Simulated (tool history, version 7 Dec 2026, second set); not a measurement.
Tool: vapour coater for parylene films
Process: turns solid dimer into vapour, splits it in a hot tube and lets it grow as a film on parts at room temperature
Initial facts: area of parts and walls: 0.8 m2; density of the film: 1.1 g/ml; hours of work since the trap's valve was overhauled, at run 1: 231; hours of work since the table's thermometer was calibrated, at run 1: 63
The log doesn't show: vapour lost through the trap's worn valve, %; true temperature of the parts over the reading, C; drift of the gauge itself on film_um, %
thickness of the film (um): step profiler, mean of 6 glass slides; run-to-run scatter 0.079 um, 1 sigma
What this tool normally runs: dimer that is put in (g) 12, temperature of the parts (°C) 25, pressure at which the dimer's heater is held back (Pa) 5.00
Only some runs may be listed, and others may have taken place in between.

| run | hour | dimer that is put in (g) | temperature of the parts (°C) | pressure at which the dimer's heater is held back (Pa) | hours of work since the trap's valve was overhauled | hours of work since the table's thermometer was calibrated | thickness of the film (um) |
|---|---|---|---|---|---|---|---|
| 1 | 0.0 | 12 | 25 | 5.00 | 231 | 63 | 9.46 |
| 2 | 18.1 | 12 | 25 | 5.00 | 246 | 77 | 9.47 |
| 3 | 40.4 | 12 | 25 | 5.00 | 264 | 96 | 9.41 |
| 4 | 53.1 | 12 | 25 | 5.00 | 274 | 106 | 9.45 |
| 5 | 71.4 | 12 | 25 | 2.45 | 290 | 121 | 10.76 |
| 6 | 98.6 | 12 | 25 | 5.00 | 312 | 144 | 9.45 |
| 7 | 112.0 | 12 | 25 | 5.00 | 323 | 155 | 9.42 |
| 8 | 137.7 | 12 | 25 | 5.00 | 344 | 176 | 9.57 |
| 9 | 163.3 | 12 | 25 | 5.00 | 365 | 197 | 9.34 |
| 10 | 187.1 | 12 | 25 | 5.00 | 385 | 216 | 9.44 |
| 11 | 208.7 | 12 | 25 | 4.53 | 402 | 234 | 9.55 |
| 12 | 236.9 | 12 | 25 | 5.00 | 426 | 257 | 9.45 |
| 13 | 251.5 | 12 | 25 | 5.00 | 438 | 269 | 9.40 |
| 14 | 280.5 | 12 | 25 | 5.00 | 462 | 293 | 9.45 |
| 15 | 305.8 | 5 | 25 | 5.00 | 482 | 314 | 3.94 |
| 16 | 320.3 | 5 | 25 | 5.00 | 494 | 326 | 4.00 |
|  | 337.4 | trap's valve overhauled |
| 17 | 351.9 | 5 | 25 | 5.00 | 12 | 349 | 3.92 |
| 18 | 376.3 | 5 | 25 | 5.00 | 32 | 369 | 3.97 |
| 19 | 391.8 | 5 | 25 | 5.00 | 45 | 382 | 3.94 |
| 20 | 412.3 | 12 | 25 | 5.00 | 62 | 398 | 9.58 |
| 21 | 437.3 | 18 | 25 | 9.28 | 82 | 419 | 12.59 |
| 22 | 458.6 | 18 | 30 | 2.32 | 100 | 437 | 14.74 |
| 23 | 488.7 | 18 | 30 | 2.32 | 124 | 461 | 15.02 |
| 24 | 501.3 | 6 | 31 | 10.46 | 135 | 472 | 3.67 |
| 25 | 517.0 | 6 | 31 | 10.46 | 148 | 485 | 3.72 |
| 26 | 545.7 | 13 | 17 | 3.73 | 171 | 508 | 12.70 |
| 27 | 561.7 | 21 | 32 | 3.36 | 185 | 521 | 15.52 |
| 28 | 588.6 | 12 | 36 | 3.01 | 207 | 544 | 8.38 |
| 29 | 616.0 | 5 | 25 | 12.00 | 229 | 566 | 3.41 |
| 30 | 641.1 | 5 | 25 | 12.00 | 250 | 587 | 3.39 |
| 31 | 668.1 | 5 | 25 | 12.00 | 272 | 609 | 3.39 |

Run 32 is up next; what results do you expect?
| 32 | 688.2 | 5 | 18 | 12.00 | 289 | 625 | ? |

Run 32 gave thickness of the film (um) 3.86.
Had the tool carried no hidden state, the very same run would have given thickness of the film (um) 3.87.
